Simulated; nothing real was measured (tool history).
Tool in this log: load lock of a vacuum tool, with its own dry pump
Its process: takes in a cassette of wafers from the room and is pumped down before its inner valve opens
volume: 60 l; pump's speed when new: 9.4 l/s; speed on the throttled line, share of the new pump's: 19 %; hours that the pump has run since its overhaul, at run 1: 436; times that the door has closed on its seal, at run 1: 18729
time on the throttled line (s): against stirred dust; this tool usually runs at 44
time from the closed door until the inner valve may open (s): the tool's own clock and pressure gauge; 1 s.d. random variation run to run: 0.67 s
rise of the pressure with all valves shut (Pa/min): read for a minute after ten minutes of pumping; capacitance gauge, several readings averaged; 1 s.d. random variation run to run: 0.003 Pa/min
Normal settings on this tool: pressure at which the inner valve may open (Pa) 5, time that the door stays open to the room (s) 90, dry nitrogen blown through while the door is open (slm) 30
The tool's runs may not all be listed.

run	day	time on the throttled line (s)	pressure at which the inner valve may open (Pa)	time that the door stays open to the room (s)	dry nitrogen blown through while the door is open (slm)	hours that the pump has run since its overhaul	times that the door has closed on its seal	incoming humidity of the room's air, %	time from the closed door until the inner valve may open (s)	rise of the pressure with all valves shut (Pa/min)
1	0	44	5	90	30	436	18729	45	99.5	0.108
2	3.846	44	5	90	30	528	19072	44.4	100.6	0.114
3	6.392	33	5	90	30	590	19299	44.8	90.2	0.108
4	9.408	44	6	90	30	662	19568	49.4	99.6	0.112
5	12.208	44	6	90	30	729	19818	44.2	99	0.118
6	15.754	44	6	90	30	814	20134	44.1	97.1	0.114
7	18.054	44	6	90	30	870	20340	47.8	98.2	0.118
8	22.062	44	6	90	30	966	20697	42.2	97.3	0.118
9	26.879	44	6	90	30	1081	21127	43	98.1	0.113
10	30.638	44	6	90	30	1172	21462	46.2	99.4	0.132
11	35.462	44	6	50	30	1287	21892	41.8	98.3	0.12
12	40.45	44	6	50	30	1407	22337	46.3	98.1	0.125
13	45.312	44	5	25	30	1524	22771	40.2	100.1	0.126
14	47.817	44	5	27	30	1584	22994	45.2	100.2	0.129
15	50.675	44	5	27	30	1652	23249	45.7	99.7	0.135
16	55.192	44	5	122	30	1761	23652	45.7	100.3	0.146
17	60.025	44	5	122	30	1877	24083	43.2	100.3	0.148
18	64.317	44	5	122	30	1980	24465	43.1	99.4	0.143
19	67.312	44	5	122	30	2052	24732	45.4	100.1	0.153
20	72.592	23	10	90	17	2178	25203	42	78.4	0.158
21	75.292	23	10	90	17	2243	25444	44.5	78.8	0.167
22	80.429	25	8	25	4	2366	25902	46.5	82	0.162
23	83.696	30	7	38	29	2445	26194	44.5	86.1	0.152
24	87.938	51	7	38	29	2547	26572	42.7	103.7	0.153
25	93.058	55	4	164	29	2670	27029	44.8	112.1	0.179
26	96.392	55	4	164	29	2750	27326	44.3	111.5	0.18
27	100.15	29	7	90	13	2840	27661	45.4	86.6	0.185
28	102.904	29	7	90	13	2906	27907	44	87.2	0.182
29	107.638	54	5	156	30	3020	28329	45.4	110	0.184
30	111.192	54	5	156	30	3105	28646	43.3	109.2	0.184
31	115.75	54	5	156	30	3214	29052	43.3	109.8	0.189
32	119.467	30	5	90	30	3303	29384	40.7	89.6	0.192
33	124.175	30	5	90	30	3416	29804	43.6	90.2	0.196
34	127.575	44	5	90	21	3498	30107	47.9	101.9	0.206
35	130.117	44	5	90	21	3559	30334	46	101.7	0.201
36	132.688	41	4	58	30	3621	30563	45.4	101.5	0.197
37	135.512	41	4	58	30	3688	30815	44.5	100.5	0.2

3 options for the next run, each taken on its own from the tool as it stands now. Forecast them:
A	137.942	41	4	127	30	3747	31032	44.9	?	?
B	137.942	41	5	58	30	3747	31032	44.4	?	?
C	137.942	41	4	67	38	3747	31032	43.8	?	?

run	time from the closed door until the inner valve may open (s)	rise of the pressure with all valves shut (Pa/min)
A	101.4	0.214
B	98.6	0.205
C	100.1	0.202
With no hidden state in the tool, these same runs would have given:
run	time from the closed door until the inner valve may open (s)	rise of the pressure with all valves shut (Pa/min)
A	99.8	0.034
B	97	0.024
C	98.4	0.02

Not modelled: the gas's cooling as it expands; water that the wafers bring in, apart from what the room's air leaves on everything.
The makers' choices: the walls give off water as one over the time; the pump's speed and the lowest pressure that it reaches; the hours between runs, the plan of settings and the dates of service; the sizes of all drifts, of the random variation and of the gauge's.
